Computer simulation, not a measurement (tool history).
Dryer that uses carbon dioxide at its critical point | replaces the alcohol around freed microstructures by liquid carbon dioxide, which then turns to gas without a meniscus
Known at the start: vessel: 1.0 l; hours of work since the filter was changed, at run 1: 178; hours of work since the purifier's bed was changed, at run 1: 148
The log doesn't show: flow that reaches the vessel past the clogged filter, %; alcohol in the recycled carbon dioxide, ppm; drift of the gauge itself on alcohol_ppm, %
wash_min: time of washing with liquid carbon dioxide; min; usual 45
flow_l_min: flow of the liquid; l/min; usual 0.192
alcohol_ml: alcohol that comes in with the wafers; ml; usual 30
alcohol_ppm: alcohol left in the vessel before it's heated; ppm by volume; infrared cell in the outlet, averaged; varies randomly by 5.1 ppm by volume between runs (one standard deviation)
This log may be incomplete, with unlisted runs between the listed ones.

| run | day | wash_min | flow_l_min | alcohol_ml | hours of work since the filter was changed | hours of work since the purifier's bed was changed | alcohol_ppm |
|---|---|---|---|---|---|---|---|
| 1 | 0.000 | 45 | 0.192 | 30 | 178 | 148 | 133 |
| 2 | 0.388 | 45 | 0.192 | 30 | 182 | 151 | 144 |
| 3 | 0.825 | 45 | 0.192 | 30 | 186 | 156 | 143 |
| 4 | 1.150 | 45 | 0.192 | 30 | 190 | 159 | 145 |
| 5 | 1.617 | 45 | 0.192 | 30 | 194 | 163 | 151 |
| 6 | 1.879 | 45 | 0.192 | 30 | 197 | 166 | 142 |
| 7 | 2.192 | 45 | 0.275 | 30 | 200 | 169 | 50 |
| 8 | 2.412 | 45 | 0.270 | 30 | 202 | 171 | 48 |
| 9 | 2.879 | 45 | 0.192 | 30 | 207 | 176 | 143 |
| 10 | 3.350 | 45 | 0.192 | 30 | 211 | 180 | 155 |
| 11 | 3.542 | 45 | 0.155 | 30 | 213 | 182 | 364 |
| 12 | 3.854 | 45 | 0.192 | 30 | 216 | 185 | 149 |
| 13 | 4.112 | 45 | 0.192 | 30 | 219 | 188 | 145 |
| 14 | 4.583 | 45 | 0.192 | 30 | 223 | 192 | 152 |
| 15 | 5.033 | 45 | 0.192 | 30 | 228 | 197 | 155 |
| 16 | 5.446 | 45 | 0.119 | 30 | 232 | 201 | 952 |
| 17 | 5.717 | 45 | 0.192 | 39 | 234 | 204 | 193 |
| 18 | 6.029 | 45 | 0.192 | 111 | 237 | 207 | 455 |
| 19 | 6.425 | 45 | 0.192 | 92 | 241 | 211 | 404 |
| 20 | 6.871 | 45 | 0.264 | 30 | 246 | 215 | 62 |
| 21 | 7.121 | 45 | 0.264 | 66 | 248 | 217 | 84 |
| 22 | 7.429 | 45 | 0.264 | 66 | 251 | 220 | 73 |
| 23 | 7.788 | 45 | 0.192 | 78 | 255 | 224 | 344 |
| 24 | 8.079 | 45 | 0.287 | 53 | 258 | 227 | 68 |
| 25 | 8.292 | 41 | 0.185 | 59 | 260 | 229 | 504 |
| 26 | 8.529 | 51 | 0.185 | 70 | 262 | 231 | 213 |
| 27 | 8.992 | 45 | 0.317 | 24 | 267 | 236 | 55 |
| 28 | 9.329 | 50 | 0.129 | 24 | 270 | 239 | 428 |
| 29 | 9.654 | 34 | 0.325 | 53 | 273 | 242 | 96 |
| 30 | 9.958 | 34 | 0.325 | 53 | 276 | 245 | 103 |
| 31 | 10.317 | 34 | 0.325 | 53 | 280 | 249 | 98 |
| 32 | 10.550 | 33 | 0.192 | 79 | 282 | 251 | 1387 |
| 33 | 10.783 | 33 | 0.301 | 79 | 284 | 253 | 200 |
| 34 | 10.975 | 45 | 0.192 | 29 | 286 | 255 | 171 |
| 35 | 11.271 | 45 | 0.192 | 29 | 289 | 258 | 178 |
| 36 | 11.621 | 65 | 0.129 | 69 | 292 | 261 | 366 |
| 37 | 11.908 | 65 | 0.129 | 69 | 295 | 264 | 386 |
| 38 | 12.371 | 57 | 0.278 | 49 | 300 | 269 | 64 |
| 39 | 12.667 | 57 | 0.156 | 49 | 303 | 272 | 237 |
| 40 | 12.983 | 46 | 0.183 | 30 | 306 | 275 | 197 |
| 41 | 13.392 | 46 | 0.183 | 30 | 310 | 279 | 199 |
| 42 | 13.779 | 49 | 0.261 | 68 | 313 | 283 | 80 |
| 43 | 14.012 | 49 | 0.261 | 68 | 316 | 285 | 83 |
| 44 | 14.412 | 49 | 0.261 | 80 | 320 | 289 | 84 |
| 45 | 14.871 | 49 | 0.261 | 80 | 324 | 293 | 95 |
| 46 | 15.217 | 45 | 0.156 | 20 | 328 | 297 | 303 |

Alternative continuations, all from the tool just after run 46; predict every row:
| A | 15.633 | 40 | 0.215 | 30 | 332 | 301 | ? |
| B | 15.633 | 45 | 0.156 | 40 | 332 | 301 | ? |
| C | 15.633 | 45 | 0.190 | 20 | 332 | 301 | ? |
| D | 15.633 | 53 | 0.128 | 25 | 332 | 301 | ? |
| E | 15.633 | 45 | 0.156 | 114 | 332 | 301 | ? |

| run | alcohol_ppm |
|---|---|
| A | 201 |
| B | 553 |
| C | 168 |
| D | 420 |
| E | 1422 |
With no hidden state in the tool, these same runs would have given:
| run | alcohol_ppm |
|---|---|
| A | 78 |
| B | 302 |
| C | 63 |
| D | 224 |
| E | 822 |
